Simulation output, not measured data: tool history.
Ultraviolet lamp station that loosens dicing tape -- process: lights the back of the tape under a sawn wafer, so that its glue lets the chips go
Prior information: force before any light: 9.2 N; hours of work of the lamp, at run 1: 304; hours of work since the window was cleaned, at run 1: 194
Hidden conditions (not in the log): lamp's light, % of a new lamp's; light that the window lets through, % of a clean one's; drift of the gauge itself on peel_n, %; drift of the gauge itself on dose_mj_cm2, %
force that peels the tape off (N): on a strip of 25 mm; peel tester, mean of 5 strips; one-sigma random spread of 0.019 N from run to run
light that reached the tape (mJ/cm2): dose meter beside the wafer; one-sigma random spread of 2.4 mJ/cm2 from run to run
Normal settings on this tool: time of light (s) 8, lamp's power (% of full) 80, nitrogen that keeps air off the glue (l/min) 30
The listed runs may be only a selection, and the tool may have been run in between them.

run	day	time of light (s)	lamp's power (% of full)	nitrogen that keeps air off the glue (l/min)	hours of work of the lamp	hours of work since the window was cleaned	force that peels the tape off (N)	light that reached the tape (mJ/cm2)
1	0	8	80	30	304	194	1.216	212
2	0.738	8	80	30	315	205	1.221	210
3	1.583	8	80	30	328	219	1.247	208
4	2.775	8	80	30	347	237	1.285	208
5	3.612	8	80	30	360	250	1.333	200
6	4.275	8	80	30	370	261	1.347	198
7	5.196	8	60	30	385	275	2.134	150
8	6.283	8	80	30	402	292	1.387	202
9	7.121	8	80	30	415	305	1.441	194
10	7.833	8	80	12	426	316	2.251	190
11	8.612	5	62	24	438	329	3.78	94
# day 9.258: window cleaned of glue's vapour
12	9.546	8	68	41	453	4	1.265	195
13	10.642	8	68	41	470	22	1.264	190
14	11.246	8	68	41	479	31	1.305	190
15	11.862	12	68	21	489	41	0.854	279
16	12.8	10	79	21	503	55	0.927	271
17	13.988	12	71	59	522	74	0.479	284

What differs in the tool's unlogged condition from the final listed run ahead of each entry between runs to the first listed run following it?
From run 11 to run 12: window cleaned of glue's vapour (day 9.258)
  lamp's light, % of a new lamp's: 91.4 -> 91.1; light that the window lets through, % of a clean one's: 84 -> 99.3
  measured minus no-state result, force that peels the tape off (N): +0.854 -> +0.209; light that reached the tape (mJ/cm2): -28 -> -21
